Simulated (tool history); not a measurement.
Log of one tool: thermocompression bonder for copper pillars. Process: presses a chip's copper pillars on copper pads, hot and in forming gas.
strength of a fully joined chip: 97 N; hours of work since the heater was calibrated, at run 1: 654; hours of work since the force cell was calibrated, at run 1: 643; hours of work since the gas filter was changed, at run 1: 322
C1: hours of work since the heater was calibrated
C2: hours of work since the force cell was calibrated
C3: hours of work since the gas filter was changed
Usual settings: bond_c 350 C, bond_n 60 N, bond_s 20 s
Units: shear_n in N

run 1 day=0.000 | bond_c=350 bond_n=60 bond_s=20 | C1=654 C2=643 C3=322 | shear_n=61.9
run 2 day=1.633 | bond_c=350 bond_n=60 bond_s=42 | C1=682 C2=671 C3=350 | shear_n=72.8
run 3 day=2.671 | bond_c=350 bond_n=60 bond_s=42 | C1=700 C2=689 C3=368 | shear_n=72.8
run 4 day=4.762 | bond_c=350 bond_n=60 bond_s=42 | C1=736 C2=725 C3=404 | shear_n=72.2
-- day=4.992 heater calibrated with a thermocouple chip
-- day=6.204 forming gas filter changed
run 5 day=7.133 | bond_c=350 bond_n=60 bond_s=42 | C1=36 C2=763 C3=16 | shear_n=79.5
run 6 day=8.450 | bond_c=350 bond_n=62 bond_s=20 | C1=59 C2=786 C3=39 | shear_n=69.4
run 7 day=9.888 | bond_c=350 bond_n=60 bond_s=11 | C1=84 C2=811 C3=63 | shear_n=57.8
run 8 day=10.967 | bond_c=350 bond_n=39 bond_s=20 | C1=102 C2=829 C3=82 | shear_n=58.2
run 9 day=12.404 | bond_c=350 bond_n=46 bond_s=20 | C1=127 C2=854 C3=106 | shear_n=60.6
run 10 day=14.492 | bond_c=325 bond_n=48 bond_s=23 | C1=163 C2=890 C3=142 | shear_n=54.4
run 11 day=16.604 | bond_c=325 bond_n=48 bond_s=23 | C1=199 C2=926 C3=179 | shear_n=53.3

Some steps in shear_n between neighbouring runs. How much of each would the tool show without its hidden state too (settings, what came in, random variation), and how much is left for the hidden state, with any gauge scatter that isn't in both results?
The hidden state here: true temperature of the bond over the reading, C; force that reaches the chip, % of what is set; oxide that the forming gas leaves, % of the face; drift of the gauge itself on shear_n, %.
Run 4 -> 5: heater calibrated with a thermocouple chip, forming gas filter changed. shear_n +7.3 N: hidden state +8.9, all else -1.6.
Run 6 -> 7: bond_n 62 -> 60, bond_s 20 -> 11. shear_n -11.6 N: hidden state -0.1, all else -11.5.
